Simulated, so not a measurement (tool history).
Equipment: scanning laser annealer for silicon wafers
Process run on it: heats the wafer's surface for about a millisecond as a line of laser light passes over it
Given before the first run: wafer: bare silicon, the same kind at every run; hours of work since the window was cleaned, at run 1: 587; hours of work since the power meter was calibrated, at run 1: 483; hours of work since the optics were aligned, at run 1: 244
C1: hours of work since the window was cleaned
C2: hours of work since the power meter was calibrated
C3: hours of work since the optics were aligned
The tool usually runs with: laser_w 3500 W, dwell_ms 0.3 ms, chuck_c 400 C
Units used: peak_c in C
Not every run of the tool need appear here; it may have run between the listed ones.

Run 1, hour 0: usual settings; C1 587; C2 483; C3 244. Result: peak_c 1119 C.
Run 2, hour 35.4: usual settings but laser_w 3773 W; C1 610; C2 505; C3 267. Result: peak_c 1191 C.
Run 3, hour 64.6: usual settings but chuck_c 367 C; C1 628; C2 524; C3 285. Result: peak_c 1081 C.
Run 4, hour 96.6: usual settings but chuck_c 367 C; C1 649; C2 544; C3 306. Result: peak_c 1082 C.
Run 5, hour 134.6: usual settings but chuck_c 428 C; C1 673; C2 568; C3 330. Result: peak_c 1140 C.
Run 6, hour 175.1: usual settings but chuck_c 428 C; C1 699; C2 594; C3 356. Result: peak_c 1140 C.
Run 7, hour 207.1: usual settings but chuck_c 428 C; C1 719; C2 614; C3 376. Result: peak_c 1138 C.
Run 8, hour 244.9: usual settings but chuck_c 428 C; C1 743; C2 638; C3 400. Result: peak_c 1137 C.
Run 9, hour 286: usual settings but dwell_ms 0.233 ms, chuck_c 428 C; C1 769; C2 665; C3 426. Result: peak_c 1060 C.
Run 10, hour 309.9: usual settings but dwell_ms 0.233 ms, chuck_c 428 C; C1 785; C2 680; C3 441. Result: peak_c 1060 C.
Run 11, hour 329.5: usual settings but dwell_ms 0.233 ms, chuck_c 428 C; C1 797; C2 692; C3 454. Result: peak_c 1059 C.
Run 12, hour 363.7: usual settings but dwell_ms 0.354 ms; C1 819; C2 714; C3 476. Result: peak_c 1152 C.
Run 13, hour 401.5: usual settings; C1 843; C2 738; C3 500. Result: peak_c 1100 C.
At hour 413.4: window over the wafer cleaned.
Run 14, hour 434.1: usual settings but chuck_c 402 C; C1 13; C2 758; C3 519. Result: peak_c 1140 C.
Run 15, hour 466.2: usual settings but chuck_c 402 C; C1 34; C2 778; C3 540. Result: peak_c 1142 C.
Run 16, hour 505.4: usual settings but dwell_ms 0.248 ms, chuck_c 419 C; C1 59; C2 803; C3 565. Result: peak_c 1100 C.
Run 17, hour 536.7: usual settings but dwell_ms 0.248 ms, chuck_c 419 C; C1 78; C2 823; C3 585. Result: peak_c 1098 C.
Run 18, hour 569.7: usual settings but laser_w 3548 W, dwell_ms 0.274 ms, chuck_c 410 C; C1 100; C2 844; C3 606. Result: peak_c 1126 C.
Run 19, hour 604.8: usual settings but dwell_ms 0.347 ms; C1 122; C2 866; C3 628. Result: peak_c 1179 C.
Run 20, hour 632.7: usual settings but laser_w 3408 W, dwell_ms 0.29 ms, chuck_c 409 C; C1 140; C2 884; C3 646. Result: peak_c 1103 C.
Run 21, hour 673.6: usual settings but dwell_ms 0.35 ms; C1 166; C2 910; C3 672. Result: peak_c 1173 C.
Run 22, hour 713.4: usual settings but dwell_ms 0.35 ms; C1 191; C2 936; C3 697. Result: peak_c 1176 C.
Run 23, hour 731.7: usual settings but laser_w 3191 W, dwell_ms 0.211 ms, chuck_c 371 C; C1 203; C2 947; C3 709. Result: peak_c 928 C.
Run 24, hour 763.6: usual settings but laser_w 3254 W, dwell_ms 0.211 ms, chuck_c 402 C; C1 223; C2 968; C3 729. Result: peak_c 968 C.
Run 25, hour 797.2: usual settings but laser_w 3014 W, dwell_ms 0.211 ms, chuck_c 397 C; C1 244; C2 989; C3 750. Result: peak_c 913 C.
Run 26, hour 828: usual settings but laser_w 3058 W, chuck_c 407 C; C1 264; C2 1008; C3 770. Result: peak_c 1011 C.

Expected results for the next run?
Run 27, hour 860.2: usual settings but laser_w 3708 W, dwell_ms 0.318 ms, chuck_c 416 C; C1 285; C2 1029; C3 791. Result: peak_c ?.

Run 27 measured peak_c 1207 C.
With the hidden condition absent and the run-to-run variation left alone, this run would have shown peak_c 1255 C.

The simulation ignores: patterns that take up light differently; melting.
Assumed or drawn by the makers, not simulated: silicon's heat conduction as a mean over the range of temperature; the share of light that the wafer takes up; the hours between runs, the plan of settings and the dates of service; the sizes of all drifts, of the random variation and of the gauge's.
